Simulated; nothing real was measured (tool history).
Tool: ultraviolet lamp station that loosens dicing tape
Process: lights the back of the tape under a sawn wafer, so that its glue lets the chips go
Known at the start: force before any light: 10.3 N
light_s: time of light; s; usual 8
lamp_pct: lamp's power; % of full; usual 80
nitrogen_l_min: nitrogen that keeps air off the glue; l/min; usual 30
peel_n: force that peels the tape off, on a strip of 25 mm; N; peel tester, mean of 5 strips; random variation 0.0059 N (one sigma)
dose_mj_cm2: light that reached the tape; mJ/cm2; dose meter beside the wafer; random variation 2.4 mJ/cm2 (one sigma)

{"run": 1, "hour": 0.0, "light_s": 8, "lamp_pct": 80, "nitrogen_l_min": 30, "peel_n": 0.161, "dose_mj_cm2": 252}
{"run": 2, "hour": 11.5, "light_s": 8, "lamp_pct": 80, "nitrogen_l_min": 30, "peel_n": 0.156, "dose_mj_cm2": 259}
{"run": 3, "hour": 35.2, "light_s": 8, "lamp_pct": 80, "nitrogen_l_min": 30, "peel_n": 0.155, "dose_mj_cm2": 253}
{"run": 4, "hour": 45.4, "light_s": 8, "lamp_pct": 80, "nitrogen_l_min": 30, "peel_n": 0.157, "dose_mj_cm2": 257}
{"run": 5, "hour": 56.1, "light_s": 5, "lamp_pct": 80, "nitrogen_l_min": 30, "peel_n": 0.573, "dose_mj_cm2": 160}
{"run": 6, "hour": 67.4, "light_s": 8, "lamp_pct": 79, "nitrogen_l_min": 30, "peel_n": 0.167, "dose_mj_cm2": 255}
{"run": 7, "hour": 90.2, "light_s": 8, "lamp_pct": 80, "nitrogen_l_min": 30, "peel_n": 0.165, "dose_mj_cm2": 254}
{"run": 8, "hour": 100.6, "light_s": 8, "lamp_pct": 80, "nitrogen_l_min": 30, "peel_n": 0.166, "dose_mj_cm2": 259}
{"run": 9, "hour": 118.8, "light_s": 8, "lamp_pct": 80, "nitrogen_l_min": 30, "peel_n": 0.161, "dose_mj_cm2": 257}
{"run": 10, "hour": 134.1, "light_s": 8, "lamp_pct": 80, "nitrogen_l_min": 30, "peel_n": 0.16, "dose_mj_cm2": 253}
{"run": 11, "hour": 152.6, "light_s": 8, "lamp_pct": 84, "nitrogen_l_min": 30, "peel_n": 0.147, "dose_mj_cm2": 273}
{"run": 12, "hour": 163.4, "light_s": 8, "lamp_pct": 84, "nitrogen_l_min": 30, "peel_n": 0.137, "dose_mj_cm2": 268}
{"run": 13, "hour": 180.8, "light_s": 8, "lamp_pct": 84, "nitrogen_l_min": 30, "peel_n": 0.148, "dose_mj_cm2": 270}
{"run": 14, "hour": 199.0, "light_s": 8, "lamp_pct": 84, "nitrogen_l_min": 30, "peel_n": 0.139, "dose_mj_cm2": 271}
{"run": 15, "hour": 216.1, "light_s": 8, "lamp_pct": 84, "nitrogen_l_min": 30, "peel_n": 0.127, "dose_mj_cm2": 270}
{"run": 16, "hour": 234.0, "light_s": 8, "lamp_pct": 84, "nitrogen_l_min": 30, "peel_n": 0.136, "dose_mj_cm2": 273}
{"run": 17, "hour": 252.9, "light_s": 8, "lamp_pct": 80, "nitrogen_l_min": 30, "peel_n": 0.16, "dose_mj_cm2": 259}
{"run": 18, "hour": 275.5, "light_s": 8, "lamp_pct": 62, "nitrogen_l_min": 30, "peel_n": 0.322, "dose_mj_cm2": 197}
{"run": 19, "hour": 290.0, "light_s": 8, "lamp_pct": 62, "nitrogen_l_min": 30, "peel_n": 0.318, "dose_mj_cm2": 197}
{"run": 20, "hour": 309.1, "light_s": 8, "lamp_pct": 62, "nitrogen_l_min": 30, "peel_n": 0.315, "dose_mj_cm2": 198}
{"run": 21, "hour": 324.8, "light_s": 9, "lamp_pct": 80, "nitrogen_l_min": 30, "peel_n": 0.116, "dose_mj_cm2": 293}
{"run": 22, "hour": 335.5, "light_s": 15, "lamp_pct": 66, "nitrogen_l_min": 37, "peel_n": 0.083, "dose_mj_cm2": 395}
{"run": 23, "hour": 358.1, "light_s": 4, "lamp_pct": 81, "nitrogen_l_min": 27, "peel_n": 1.016, "dose_mj_cm2": 129}
{"run": 24, "hour": 371.2, "light_s": 4, "lamp_pct": 81, "nitrogen_l_min": 42, "peel_n": 0.767, "dose_mj_cm2": 131}
{"hour": 376.0, "done": "window cleaned of glue's vapour"}
{"run": 25, "hour": 387.8, "light_s": 4, "lamp_pct": 81, "nitrogen_l_min": 42, "peel_n": 0.738, "dose_mj_cm2": 130}
{"run": 26, "hour": 411.8, "light_s": 7, "lamp_pct": 88, "nitrogen_l_min": 23, "peel_n": 0.228, "dose_mj_cm2": 248}
{"run": 27, "hour": 428.5, "light_s": 7, "lamp_pct": 88, "nitrogen_l_min": 23, "peel_n": 0.209, "dose_mj_cm2": 244}
{"run": 28, "hour": 443.8, "light_s": 4, "lamp_pct": 66, "nitrogen_l_min": 21, "peel_n": 1.848, "dose_mj_cm2": 105}
{"run": 29, "hour": 454.4, "light_s": 8, "lamp_pct": 76, "nitrogen_l_min": 26, "peel_n": 0.189, "dose_mj_cm2": 247}
{"run": 30, "hour": 474.0, "light_s": 8, "lamp_pct": 71, "nitrogen_l_min": 10, "peel_n": 0.621, "dose_mj_cm2": 226}
{"run": 31, "hour": 491.7, "light_s": 5, "lamp_pct": 80, "nitrogen_l_min": 19, "peel_n": 0.832, "dose_mj_cm2": 162}
{"run": 32, "hour": 514.1, "light_s": 5, "lamp_pct": 80, "nitrogen_l_min": 19, "peel_n": 0.833, "dose_mj_cm2": 162}
{"run": 33, "hour": 536.9, "light_s": 5, "lamp_pct": 80, "nitrogen_l_min": 19, "peel_n": 0.834, "dose_mj_cm2": 159}
{"run": 34, "hour": 549.7, "light_s": 8, "lamp_pct": 74, "nitrogen_l_min": 24, "peel_n": 0.229, "dose_mj_cm2": 239}
{"run": 35, "hour": 562.5, "light_s": 11, "lamp_pct": 81, "nitrogen_l_min": 19, "peel_n": 0.105, "dose_mj_cm2": 358}
{"run": 36, "hour": 585.7, "light_s": 11, "lamp_pct": 87, "nitrogen_l_min": 19, "peel_n": 0.099, "dose_mj_cm2": 381}

Measured less the same run without the tool's hidden state. The same run-to-run variation is in both; the gauge's scatter may not be:
The hidden state here: lamp's light, % of a new lamp's; light that the window lets through, % of a clean one's; drift of the gauge itself on peel_n, %; drift of the gauge itself on dose_mj_cm2, %.
run=1 peel_n=+0.001
run=2 peel_n=+0.001
run=3 peel_n=+0.001
run=4 peel_n=+0.001
run=5 peel_n=+0.003
run=6 peel_n=+0.001
run=7 peel_n=+0.001
run=8 peel_n=+0.001
run=9 peel_n=+0.001
run=10 peel_n=+0.000
run=11 peel_n=+0.001
run=12 peel_n=+0.000
run=13 peel_n=+0.000
run=14 peel_n=+0.001
run=15 peel_n=+0.001
run=16 peel_n=+0.001
run=17 peel_n=+0.000
run=18 peel_n=+0.002
run=19 peel_n=+0.003
run=20 peel_n=+0.002
run=21 peel_n=+0.001
run=22 peel_n=+0.000
run=23 peel_n=+0.006
run=24 peel_n=+0.005
run=25 peel_n=+0.003
run=26 peel_n=+0.001
run=27 peel_n=+0.001
run=28 peel_n=+0.006
run=29 peel_n=+0.001
run=30 peel_n=+0.003
run=31 peel_n=+0.004
run=32 peel_n=+0.004
run=33 peel_n=+0.004
run=34 peel_n=+0.002
run=35 peel_n=+0.000
run=36 peel_n=+0.000
dose_mj_cm2: within 1 mJ/cm2 of the measured result in every run.
